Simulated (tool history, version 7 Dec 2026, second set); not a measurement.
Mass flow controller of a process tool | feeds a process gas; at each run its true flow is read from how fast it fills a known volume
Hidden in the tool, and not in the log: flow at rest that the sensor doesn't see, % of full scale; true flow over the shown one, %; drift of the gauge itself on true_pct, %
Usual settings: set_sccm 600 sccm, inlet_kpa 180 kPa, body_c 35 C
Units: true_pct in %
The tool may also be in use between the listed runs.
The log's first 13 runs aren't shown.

run,hour,set_sccm,inlet_kpa,body_c,hours of work since the controller was set to zero,hours of work since the controller was changed,true_pct
14,1988.3,600,180,34,2995,2995,101.37
15,2189.8,600,180,26,3148,3148,101.98
16,2403.4,600,180,26,3310,3310,102.11
17,2559.6,600,180,29,3428,3428,102.05
18,2670.6,600,180,29,3512,3512,102.17
19,2822.7,600,180,35,3628,3628,101.75
20,2912.1,600,180,35,3696,3696,101.74
# hour 2928.1: controller's zero set anew
21,3092.7,600,163,28,125,3832,102.87
22,3243.5,444,163,22,239,3947,103.53
23,3445.9,161,153,26,393,4100,106.31
24,3642.4,161,199,22,542,4249,106.94
25,3751.7,161,199,22,625,4332,107.08
# hour 3920.4: controller's zero set anew, once more
26,3927.9,742,159,23,6,4466,102.12

The next listed run, before its measurement:
27,4136.1,509,176,29,164,4624,?

Run 27 gave true_pct 101.78 %.
Without the tool's hidden state the same run would have given true_pct 99.12 %.

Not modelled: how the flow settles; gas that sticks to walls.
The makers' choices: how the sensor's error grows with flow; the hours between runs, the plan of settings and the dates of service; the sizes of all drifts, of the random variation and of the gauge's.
